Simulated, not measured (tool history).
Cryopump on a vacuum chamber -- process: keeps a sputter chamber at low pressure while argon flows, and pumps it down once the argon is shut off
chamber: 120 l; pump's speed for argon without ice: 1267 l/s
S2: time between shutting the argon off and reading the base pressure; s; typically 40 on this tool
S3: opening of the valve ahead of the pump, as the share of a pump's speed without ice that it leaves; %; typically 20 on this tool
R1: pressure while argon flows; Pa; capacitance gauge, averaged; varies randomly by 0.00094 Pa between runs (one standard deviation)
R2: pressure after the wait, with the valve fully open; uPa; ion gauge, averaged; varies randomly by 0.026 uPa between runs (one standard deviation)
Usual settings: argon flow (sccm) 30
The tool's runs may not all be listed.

Run 1, hour 0: usual settings. Result: R1 0.2029 Pa, R2 1.55 uPa.
Run 2, hour 12: usual settings. Result: R1 0.202 Pa, R2 1.59 uPa.
Run 3, hour 22.5: usual settings. Result: R1 0.2012 Pa, R2 1.58 uPa.
Run 4, hour 30.5: usual settings. Result: R1 0.2009 Pa, R2 1.64 uPa.
Run 5, hour 37.5: usual settings but S3 28 %. Result: R1 0.1434 Pa, R2 1.6 uPa.
Run 6, hour 48.4: usual settings but S3 28 %. Result: R1 0.145 Pa, R2 1.57 uPa.
Run 7, hour 61.6: usual settings but S3 28 %. Result: R1 0.1443 Pa, R2 1.57 uPa.
Run 8, hour 69.8: usual settings but S3 28 %. Result: R1 0.1458 Pa, R2 1.56 uPa.
Run 9, hour 84.2: usual settings but argon flow (sccm) 21, S3 28 %. Result: R1 0.1019 Pa, R2 1.61 uPa.
Run 10, hour 94.6: usual settings but argon flow (sccm) 21, S3 28 %. Result: R1 0.102 Pa, R2 1.61 uPa.
Run 11, hour 101.4: usual settings but argon flow (sccm) 21, S3 28 %. Result: R1 0.1021 Pa, R2 1.64 uPa.
Run 12, hour 112.3: usual settings but argon flow (sccm) 45, S2 236 s. Result: R1 0.305 Pa, R2 0.89 uPa.
Run 13, hour 127: usual settings but argon flow (sccm) 34, S3 42 %. Result: R1 0.1107 Pa, R2 1.63 uPa.
Run 14, hour 141.3: usual settings but argon flow (sccm) 26, S2 24 s, S3 42 %. Result: R1 0.0843 Pa, R2 2.23 uPa.
Run 15, hour 154.5: usual settings but argon flow (sccm) 26, S2 24 s, S3 42 %. Result: R1 0.0841 Pa, R2 2.26 uPa.
Run 16, hour 165.3: usual settings but argon flow (sccm) 29, S2 236 s. Result: R1 0.1945 Pa, R2 0.89 uPa.
Run 17, hour 171.8: usual settings but argon flow (sccm) 29, S2 236 s, S3 32 %. Result: R1 0.1225 Pa, R2 0.9 uPa.
Run 18, hour 185.3: usual settings but argon flow (sccm) 18, S2 70 s, S3 32 %. Result: R1 0.0776 Pa, R2 1.25 uPa.
Run 19, hour 196: usual settings but argon flow (sccm) 49, S2 23 s, S3 24 %. Result: R1 0.2762 Pa, R2 2.32 uPa.

Run 20 comes next. What will it give?
Run 20, hour 203.2: usual settings but argon flow (sccm) 14, S2 25 s, S3 23 %. Result: R1 ?, R2 ?.

Logged for run 20: R1 0.0839 Pa, R2 2.15 uPa.
Without the tool's hidden state the same run would have given R1 0.0827 Pa, R2 1.65 uPa.
